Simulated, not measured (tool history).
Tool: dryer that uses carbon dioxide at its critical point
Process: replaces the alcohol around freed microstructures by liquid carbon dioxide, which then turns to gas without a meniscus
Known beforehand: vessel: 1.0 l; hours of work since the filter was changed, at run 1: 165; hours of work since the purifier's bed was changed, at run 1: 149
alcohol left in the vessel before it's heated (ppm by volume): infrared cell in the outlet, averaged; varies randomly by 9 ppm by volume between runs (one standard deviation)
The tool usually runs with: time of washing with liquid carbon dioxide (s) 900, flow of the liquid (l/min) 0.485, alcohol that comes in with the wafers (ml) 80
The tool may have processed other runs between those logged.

run,hour,time of washing with liquid carbon dioxide (s),flow of the liquid (l/min),alcohol that comes in with the wafers (ml),hours of work since the filter was changed,hours of work since the purifier's bed was changed,alcohol left in the vessel before it's heated (ppm by volume)
1,0.0,900,0.485,80,165,149,639
2,20.7,900,0.485,80,176,160,645
3,33.1,900,0.485,80,182,166,641
4,49.7,900,0.518,80,191,175,466
5,62.1,900,0.518,31,197,181,200
6,71.9,900,0.485,47,202,186,390
7,82.4,900,0.485,26,208,192,226
8,98.6,900,0.485,26,216,200,219
9,115.5,900,0.485,26,225,209,223
10,136.9,840,0.485,26,236,220,322
11,149.1,840,0.485,26,242,226,322
12,164.6,840,0.485,26,250,234,329
13,183.6,840,0.485,26,260,244,324
14,200.4,900,0.485,80,269,252,724
15,221.1,900,0.485,80,279,263,701
16,241.7,600,0.485,80,290,274,3462
17,258.6,900,0.485,96,299,282,860
18,269.0,900,0.485,80,304,288,752
19,285.4,900,0.485,47,313,296,453
20,301.9,900,0.504,80,321,305,634
21,323.4,900,0.684,80,332,316,145
22,336.1,1080,0.569,26,339,322,63
# hour 340.1: inlet filter changed
23,347.6,1140,0.470,117,4,328,267
24,363.2,900,0.485,30,12,336,202
25,379.3,900,0.485,21,20,344,148
26,399.7,900,0.485,21,31,355,172
27,411.4,900,0.485,21,37,361,169
28,433.7,600,0.485,44,48,372,1624
29,450.3,960,0.737,44,57,381,43
30,464.4,960,0.645,80,64,388,104
31,476.2,780,0.645,22,70,394,108
32,493.9,780,0.618,72,79,403,333
33,510.0,780,0.618,72,88,412,332
34,533.1,720,0.294,72,100,424,6293
35,553.8,900,0.485,34,110,434,285
36,563.7,900,0.485,34,115,439,276
37,586.0,900,0.485,34,127,451,275
38,603.3,900,0.485,34,136,460,290
39,618.6,900,0.485,34,144,468,292
40,634.1,900,0.485,34,152,476,292
41,649.3,900,0.308,53,160,484,2287

Some steps in alcohol left in the vessel before it's heated (ppm by volume), run to run, broken into two amounts with sign: the step expected even without the hidden condition (settings, incoming material, random variation), and the rest, left for the hidden condition together with whatever gauge scatter is not in both the measured and the hidden-condition-free result:
The hidden state here: flow that reaches the vessel past the clogged filter, %; alcohol in the recycled carbon dioxide, ppm; drift of the gauge itself on alcohol_ppm, %.
Run 15 -> 16: time of washing with liquid carbon dioxide (s) 900 -> 600. alcohol left in the vessel before it's heated (ppm by volume) +2761: hidden state +546, all else +2215.
Run 16 -> 17: time of washing with liquid carbon dioxide (s) 600 -> 900, alcohol that comes in with the wafers (ml) 80 -> 96. alcohol left in the vessel before it's heated (ppm by volume) -2602: hidden state -483, all else -2119.
Run 33 -> 34: time of washing with liquid carbon dioxide (s) 780 -> 720, flow of the liquid (l/min) 0.618 -> 0.294. alcohol left in the vessel before it's heated (ppm by volume) +5961: hidden state +382, all else +5579.
Run 34 -> 35: time of washing with liquid carbon dioxide (s) 720 -> 900, flow of the liquid (l/min) 0.294 -> 0.485, alcohol that comes in with the wafers (ml) 72 -> 34. alcohol left in the vessel before it's heated (ppm by volume) -6008: hidden state -384, all else -5624.
